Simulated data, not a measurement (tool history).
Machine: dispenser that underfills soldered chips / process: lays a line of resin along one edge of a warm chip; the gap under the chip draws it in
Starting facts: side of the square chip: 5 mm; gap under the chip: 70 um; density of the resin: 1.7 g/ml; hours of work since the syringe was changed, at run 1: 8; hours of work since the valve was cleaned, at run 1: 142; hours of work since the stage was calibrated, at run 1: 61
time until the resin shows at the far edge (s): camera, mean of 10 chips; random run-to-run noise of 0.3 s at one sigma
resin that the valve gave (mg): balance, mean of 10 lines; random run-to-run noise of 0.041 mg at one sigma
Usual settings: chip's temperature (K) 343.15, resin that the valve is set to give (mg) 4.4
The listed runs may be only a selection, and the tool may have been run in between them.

run,hour,chip's temperature (K),resin that the valve is set to give (mg),hours of work since the syringe was changed,hours of work since the valve was cleaned,hours of work since the stage was calibrated,time until the resin shows at the far edge (s),resin that the valve gave (mg)
1,0,343.15,4.4,8,142,61,6.5,4.09
# hour 1.7: new syringe of resin
2,4.8,344.15,4.4,2,145,64,5.8,4.08
# hour 7: dispensing valve cleaned and set on the balance
3,8.7,344.15,4.4,4,1,65,5.8,4.45
4,12.5,343.15,4.4,6,4,68,6.5,4.37
# hour 16.4: new syringe of resin
5,16.4,343.15,4.4,0,6,70,5.3,4.4
6,18.6,341.15,4.4,1,7,72,6.2,4.34
7,23,353.15,4.4,4,10,74,4,4.36
8,26.2,353.15,4.4,6,12,77,4.5,4.41
9,29.4,353.15,4.4,8,14,79,5.1,4.34
# hour 29.9: new syringe of resin
10,34.1,353.15,4.4,3,17,81,3.3,4.4
11,37.3,347.15,5.09,5,19,83,5,5.03
12,41.9,338.15,3.72,8,22,86,8,3.71
# hour 43.5: new syringe of resin
13,44.1,334.15,5.28,0,23,88,7.1,5.23
14,47,332.15,5.24,2,25,90,7.4,5.13
15,49.5,329.15,5.08,4,27,91,9.6,5.06
16,54.2,329.15,5.08,7,30,94,11,5.03
# hour 57: new syringe of resin
17,58.2,351.15,5.58,1,32,97,4,5.51
18,60.7,347.15,3.84,2,34,98,4.7,3.86
19,62.6,337.15,3.87,4,35,99,6.7,3.78

4 options for the next run, each taken on its own from the tool as it stands now. Forecast them:
A,64.9,356.15,4.4,5,36,101,?,?
B,64.9,343.15,4.4,5,36,101,?,?
C,64.9,328.15,4.96,5,36,101,?,?
D,64.9,355.15,4.4,5,36,101,?,?

run,time until the resin shows at the far edge (s),resin that the valve gave (mg)
A,3.5,4.35
B,5.4,4.34
C,10.6,4.84
D,3.5,4.36
Stripped of hidden state, with their random variation kept, the same runs would have yielded:
run,time until the resin shows at the far edge (s),resin that the valve gave (mg)
A,2.8,4.43
B,4.3,4.41
C,8.8,4.93
D,2.8,4.44

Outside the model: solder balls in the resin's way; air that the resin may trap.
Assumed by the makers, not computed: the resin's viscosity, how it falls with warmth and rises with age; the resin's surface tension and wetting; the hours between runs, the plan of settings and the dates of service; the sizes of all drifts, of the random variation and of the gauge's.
